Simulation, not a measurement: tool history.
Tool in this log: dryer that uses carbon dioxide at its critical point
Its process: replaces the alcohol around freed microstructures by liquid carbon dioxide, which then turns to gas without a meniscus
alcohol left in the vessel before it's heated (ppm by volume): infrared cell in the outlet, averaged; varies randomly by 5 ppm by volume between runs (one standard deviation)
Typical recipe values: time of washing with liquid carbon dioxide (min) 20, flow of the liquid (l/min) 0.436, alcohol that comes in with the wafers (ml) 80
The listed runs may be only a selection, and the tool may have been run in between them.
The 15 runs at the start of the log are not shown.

run,hour,time of washing with liquid carbon dioxide (min),flow of the liquid (l/min),alcohol that comes in with the wafers (ml),alcohol left in the vessel before it's heated (ppm by volume)
16,151.4,25,0.436,80,168
17,160.9,25,0.436,80,171
18,168.5,20,0.436,112,251
19,175.8,20,0.436,112,272
20,189.9,20,0.436,80,245
21,199.1,20,0.436,80,245
22,213.6,22,0.362,22,214
23,223.8,12,0.361,80,2975
24,236.4,14,0.395,80,1245
25,246.2,20,0.621,80,178
# hour 254.9: inlet filter changed
26,259.9,12,0.436,97,1065
27,272.7,20,0.647,80,189
28,284.4,14,0.577,80,250
29,297.7,14,0.577,80,246
30,311.6,20,0.63,44,202
31,321.9,24,0.436,49,196
32,335.7,13,0.436,91,871
33,343.5,15,0.278,91,2664
34,354.2,15,0.278,91,2759
35,364.2,20,0.38,56,306
36,370.9,20,0.303,21,333
37,381.3,30,0.436,80,217
38,395.3,30,0.436,80,241
39,404.6,18,0.436,32,265

Predict each of these 3 candidate next runs independently; none follows another, all start after run 39:
A,413.6,13,0.343,97,?
B,413.6,20,0.409,80,?
C,413.6,18,0.731,110,?

run,alcohol left in the vessel before it's heated (ppm by volume)
A,2564
B,310
C,222
Had the tool no hidden state, the same runs would have come out as:
run,alcohol left in the vessel before it's heated (ppm by volume)
A,1724
B,57
C,1

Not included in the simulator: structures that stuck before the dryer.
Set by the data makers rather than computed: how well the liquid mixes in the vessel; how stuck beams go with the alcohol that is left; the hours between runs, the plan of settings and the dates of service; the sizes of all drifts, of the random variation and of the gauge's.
